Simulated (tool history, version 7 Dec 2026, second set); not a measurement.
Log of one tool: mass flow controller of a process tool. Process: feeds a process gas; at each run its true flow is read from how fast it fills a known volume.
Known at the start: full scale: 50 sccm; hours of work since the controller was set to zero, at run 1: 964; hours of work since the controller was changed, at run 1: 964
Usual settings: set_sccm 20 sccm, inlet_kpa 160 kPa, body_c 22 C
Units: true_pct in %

run     day  set_sccm  inlet_kpa  body_c  hours of work since the controller was set to zero  hours of work since the controller was changed  true_pct
  1       0        20        160      22                                                 964                                             964     99.26
  2   4.338        20        160      22                                                1030                                            1030     99.35
  3   9.258        20        261      22                                                1105                                            1105     98.54
  4  11.696        20        261      22                                                1142                                            1142      98.6
  5  14.812        20        160      22                                                1189                                            1189     99.47
  6  19.154        20        160      22                                                1255                                            1255     99.39
  7  22.875        20        160      38                                                1312                                            1312    100.37
  8  27.696        20        160      27                                                1385                                            1385     99.68
  9  31.912        20        161      27                                                1449                                            1449      99.9
 10  34.404        20        160      22                                                1487                                            1487     99.75
 11  39.492        20        160      22                                                1565                                            1565     99.71
 12  43.592        20        160      22                                                1627                                            1627     99.74
 13  46.858        20        160      22                                                1677                                            1677     99.68
 14   50.45        13        249      26                                                1732                                            1732     99.18
 15  55.142         6        153      22                                                1803                                            1803    100.71
 16  60.762        20        258      22                                                1889                                            1889     99.04
 17  63.583        25        248      38                                                1932                                            1932    100.02
 18  66.979         9        235      24                                                1983                                            1983     99.69
 19  72.046        14        170      34                                                2060                                            2060    100.59
 20    74.7        14        170      34                                                2101                                            2101    100.52
 21  77.083        49        170      34                                                2137                                            2137    101.55
 22  80.408        14        160      33                                                2188                                            2188    100.63
 23  85.492        14        160      33                                                2265                                            2265     100.8
 24  90.317        15        175      28                                                2339                                            2339    100.26
 25  94.371        15        175      28                                                2400                                            2400    100.41

5 ways to go on from here, each from the tool as it stands after run 25. What would each give?
  A  98.854         8        175      21                                                2469                                            2469         ?
  B  98.854        15        175      39                                                2469                                            2469         ?
  C  98.854        20        153      31                                                2469                                            2469         ?
  D  98.854        24        198      33                                                2469                                            2469         ?
  E  98.854        39        175      29                                                2469                                            2469         ?

run  true_pct
  A    100.64
  B    100.97
  C    100.81
  D    100.58
  E    100.94
Without the tool's hidden state the same runs would have given:
run  true_pct
  A      97.8
  B     99.18
  C     99.32
  D     99.24
  E     99.88
